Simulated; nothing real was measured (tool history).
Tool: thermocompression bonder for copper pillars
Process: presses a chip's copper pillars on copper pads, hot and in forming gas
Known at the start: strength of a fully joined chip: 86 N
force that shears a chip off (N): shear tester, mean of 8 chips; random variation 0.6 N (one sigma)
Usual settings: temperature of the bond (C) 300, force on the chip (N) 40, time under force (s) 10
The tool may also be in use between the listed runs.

run	hour	temperature of the bond (C)	force on the chip (N)	time under force (s)	force that shears a chip off (N)
1	0	300	40	10	36.9
2	32.4	300	40	9	35.3
3	64.7	300	40	9	34.8
4	97.3	300	40	10	35.7
5	121.6	300	40	10	36.1
6	141.2	300	44	10	39.2
7	162.3	300	40	10	35.2
8	187.1	300	40	10	35.1
9	200.9	300	40	10	36.5
# hour 204.3: force cell calibrated
10	224.6	300	40	10	35.6
11	250.3	277	39	12	26.9
12	279.3	314	32	16	41.7
# hour 297: force cell calibrated, once more
13	314.5	314	32	16	40.7
14	332	314	32	16	40.9
15	363.9	314	32	16	41.5

Forecast each of these 5 alternatives for the next run:
A	378.7	314	54	30	?
B	378.7	304	39	6	?
C	378.7	318	32	27	?
D	378.7	300	40	21	?
E	378.7	300	35	22	?

run	force that shears a chip off (N)
A	70.1
B	28.8
C	50.4
D	45.7
E	41.5
Without the tool's hidden state the same runs would have given:
run	force that shears a chip off (N)
A	76.3
B	34.5
C	57.7
D	53.1
E	48.6
